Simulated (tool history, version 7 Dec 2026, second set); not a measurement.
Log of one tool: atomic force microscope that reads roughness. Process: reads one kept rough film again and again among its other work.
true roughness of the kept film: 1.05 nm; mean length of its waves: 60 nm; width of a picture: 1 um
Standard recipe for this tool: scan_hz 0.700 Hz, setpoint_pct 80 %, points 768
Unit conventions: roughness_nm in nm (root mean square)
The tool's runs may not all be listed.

run	day	scan_hz	setpoint_pct	points	roughness_nm
1	0.000	0.700	80	768	1.008
2	1.242	0.700	80	768	1.003
3	2.004	0.700	80	768	1.004
4	2.921	0.700	80	768	1.008
5	3.608	0.700	80	768	1.008
6	4.188	0.700	80	768	1.006
7	5.250	0.700	80	768	1.006
8	6.475	0.700	80	768	1.005
9	7.333	0.700	80	768	1.007
10	7.904	0.700	80	768	1.011
11	8.738	0.700	80	768	1.008
12	9.783	0.700	80	768	1.009
13	10.829	0.700	80	268	1.002
14	11.638	0.700	80	386	1.005
15	12.542	0.700	80	386	1.004
16	13.608	0.532	80	775	1.018
17	14.779	2.503	83	976	0.912
18	15.762	0.846	80	768	1.002
19	16.983	1.178	65	768	1.019
20	18.254	3.989	83	595	0.852
21	19.604	3.989	83	595	0.848
22	20.317	3.989	83	595	0.851
23	21.171	2.739	80	658	0.921
24	21.738	3.903	64	583	0.969
25	22.517	0.700	80	478	1.009
26	23.142	3.412	78	336	0.906
27	24.279	2.137	74	415	0.968
28	24.917	3.471	80	768	0.893
29	25.738	2.634	57	564	1.010
30	27.029	2.634	89	849	0.870

The log once held 20 entries between its listed runs, left out of this copy. Where does each go, and what is different about the tool's unlogged condition between the listed run before it and the listed run after it?
Runs 2 to 3: new tip fitted (day 1.375)
  radius of the tip, nm: 7.3 -> 7.2
Runs 3 to 4: new tip fitted (day 2.675)
  radius of the tip, nm: 7.2 -> 7.1
Runs 5 to 6: new tip fitted (day 3.996)
  radius of the tip, nm: 7.3 -> 7
Runs 7 to 8: new tip fitted (day 5.342)
  both runs share identical hidden conditions
Runs 8 to 9: new tip fitted (day 6.688)
  radius of the tip, nm: 7.3 -> 7.2
Runs 10 to 11: new tip fitted (day 8.029)
  radius of the tip, nm: 7.3 -> 7.2
Runs 11 to 12: new tip fitted (day 9.371)
  radius of the tip, nm: 7.2 -> 7.1
Runs 12 to 13: new tip fitted (day 10.696)
  radius of the tip, nm: 7.1 -> 7
Runs 14 to 15: new tip fitted (day 12.075)
  radius of the tip, nm: 7.2 -> 7.1
Runs 15 to 16: new tip fitted (day 13.404)
  height scale over the true one, %: -0.01 -> -0.02
Runs 16 to 17: new tip fitted (day 14.754)
  radius of the tip, nm: 7.1 -> 7
Runs 18 to 19: new tip fitted (day 16.042)
  both runs share identical hidden conditions
Runs 19 to 20: new tip fitted (day 17.412)
  both runs share identical hidden conditions
Runs 20 to 21: new tip fitted (day 18.779)
  both runs share identical hidden conditions
Runs 21 to 22: new tip fitted (day 20.058)
  radius of the tip, nm: 7.2 -> 7.1
Runs 23 to 24: new tip fitted (day 21.392)
  radius of the tip, nm: 7.3 -> 7.1
Runs 25 to 26: new tip fitted (day 22.712)
  radius of the tip, nm: 7.3 -> 7.1
Runs 26 to 27: new tip fitted (day 23.996)
  both runs share identical hidden conditions
Runs 28 to 29: new tip fitted (day 25.317)
  radius of the tip, nm: 7.2 -> 7.1
Runs 29 to 30: new tip fitted (day 26.638)
  both runs share identical hidden conditions
